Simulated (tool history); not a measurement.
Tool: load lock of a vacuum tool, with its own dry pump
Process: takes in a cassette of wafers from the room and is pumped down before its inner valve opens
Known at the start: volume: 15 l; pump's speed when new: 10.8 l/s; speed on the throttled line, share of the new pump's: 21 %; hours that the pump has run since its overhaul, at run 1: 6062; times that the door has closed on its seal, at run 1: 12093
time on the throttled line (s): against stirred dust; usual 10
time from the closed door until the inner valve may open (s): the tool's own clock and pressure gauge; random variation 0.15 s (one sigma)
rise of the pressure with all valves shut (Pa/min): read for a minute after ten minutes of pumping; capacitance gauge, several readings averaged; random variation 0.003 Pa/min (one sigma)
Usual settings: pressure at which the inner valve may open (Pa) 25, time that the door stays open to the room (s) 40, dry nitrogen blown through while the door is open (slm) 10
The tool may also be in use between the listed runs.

run    hour  time on the throttled line (s)  pressure at which the inner valve may open (Pa)  time that the door stays open to the room (s)  dry nitrogen blown through while the door is open (slm)  hours that the pump has run since its overhaul  times that the door has closed on its seal  incoming humidity of the room's air, %  time from the closed door until the inner valve may open (s)  rise of the pressure with all valves shut (Pa/min)
  1       0                              10                                               25                                             40                                                       10                                            6062                                       12093                                      45                                                          20.8                                               0.053
  2   205.7                              10                                               25                                             40                                                       10                                            6267                                       12528                                    42.8                                                          21.4                                                0.07
  3   426.3                              10                                               50                                             40                                                       10                                            6488                                       12994                                    45.8                                                          19.8                                               0.059
  4   655.4                              10                                               50                                             40                                                       10                                            6717                                       13478                                    43.3                                                          19.9                                               0.067
  5   827.6                               8                                               25                                             40                                                       10                                            6889                                       13842                                    44.6                                                          19.6                                               0.067
  6   936.2                               8                                               25                                             40                                                       10                                            6998                                       14071                                    45.7                                                          19.9                                               0.067
  7    1039                               8                                               25                                             40                                                       10                                            7101                                       14288                                    43.1                                                            20                                               0.062
  8  1212.6                              10                                               25                                             40                                                       10                                            7274                                       14655                                    43.4                                                          21.2                                               0.066
  9  1401.7                              10                                               25                                             40                                                       10                                            7463                                       15055                                    45.8                                                          21.4                                               0.069
 10  1620.2                              10                                               25                                             40                                                       10                                            7682                                       15516                                    48.5                                                          21.4                                               0.064
 11  1814.6                              10                                               25                                             40                                                       10                                            7876                                       15927                                    46.1                                                          21.3                                               0.071
 12  1984.3                              10                                               25                                             40                                                       31                                            8046                                       16285                                    45.2                                                          21.5                                               0.044
 13  2092.2                              10                                               25                                             40                                                       31                                            8154                                       16513                                    46.1                                                          21.6                                               0.054
 14  2337.6                              10                                               38                                             40                                                       10                                            8399                                       17032                                    43.7                                                            21                                               0.067
 15  2511.5                              10                                               38                                             40                                                       10                                            8573                                       17399                                    44.6                                                          20.9                                               0.069
 16  2681.8                              10                                               38                                             40                                                       10                                            8744                                       17759                                    46.8                                                            21                                               0.069
 17  2897.6                              10                                               38                                             40                                                       10                                            8959                                       18215                                    44.4                                                          20.9                                               0.073
 18  3143.7                              10                                               38                                             40                                                       10                                            9205                                       18735                                    42.7                                                          20.9                                                0.08
 19  3357.5                              10                                               38                                             40                                                       10                                            9419                                       19187                                    48.4                                                          21.3                                               0.081
 20  3461.7                              10                                               38                                             40                                                       10                                            9523                                       19407                                      45                                                          21.2                                               0.076
 21  3691.8                              10                                               38                                             40                                                       10                                            9754                                       19893                                    44.9                                                          21.2                                                0.08
 22    3828                              11                                               43                                             36                                                        8                                            9890                                       20181                                      43                                                          21.7                                               0.077
 23  3967.6                              15                                               41                                             40                                                       11                                           10029                                       20476                                    43.6                                                          24.9                                                0.08
 24  4186.8                              15                                               41                                             40                                                       11                                           10249                                       20939                                    43.1                                                          24.7                                               0.078
 25  4413.4                              10                                               45                                            238                                                       10                                           10475                                       21417                                    43.8                                                          21.2                                               0.154
 26  4614.8                              12                                               25                                             33                                                        6                                           10677                                       21843                                      43                                                          23.9                                               0.088
 27  4736.7                               6                                               18                                            141                                                       31                                           10798                                       22100                                      45                                                          19.9                                               0.088
 28  4842.4                               6                                               42                                            141                                                       25                                           10904                                       22324                                      46                                                          18.7                                               0.096
 29  4944.6                              15                                               26                                            142                                                       10                                           11006                                       22540                                    48.3                                                          26.3                                               0.134
     5104.6  -- dry pump taken out, an overhauled one fitted
 30  5161.2                               7                                               19                                             88                                                        4                                              57                                       22985                                    44.3                                                          17.8                                               0.129
 31  5263.5                               7                                               25                                             31                                                       10                                             159                                       23201                                    44.4                                                          17.1                                               0.085
 32  5373.4                              16                                               41                                             40                                                        5                                             269                                       23433                                    44.9                                                          23.6                                               0.104
 33  5527.7                              16                                               41                                             40                                                        5                                             423                                       23759                                    49.3                                                          23.7                                               0.104
 34  5725.8                              18                                               27                                            103                                                       33                                             621                                       24177                                      42                                                          25.7                                               0.085
 35  5940.5                              18                                               27                                            103                                                       33                                             836                                       24631                                    44.6                                                          26.1                                               0.093
 36  6141.6                              18                                               29                                            107                                                       33                                            1037                                       25056                                    43.7                                                          25.9                                               0.094
 37  6354.9                               8                                               25                                             40                                                       20                                            1250                                       25506                                      45                                                          18.2                                               0.089

Hidden state at the last listed run before each entry between runs and at the first one after, where it differs:
Between runs 29 and 30: dry pump taken out, an overhauled one fitted (hour 5104.6)
  pump's speed, % of a new pump's: 75.9 -> 99.3; leak at the door's seal, Pa l/s: 0.0128 -> 0.0132
  measured less the result without the state, time from the closed door until the inner valve may open (s): +2.6 -> +0.1; rise of the pressure with all valves shut (Pa/min): +0.043 -> +0.045
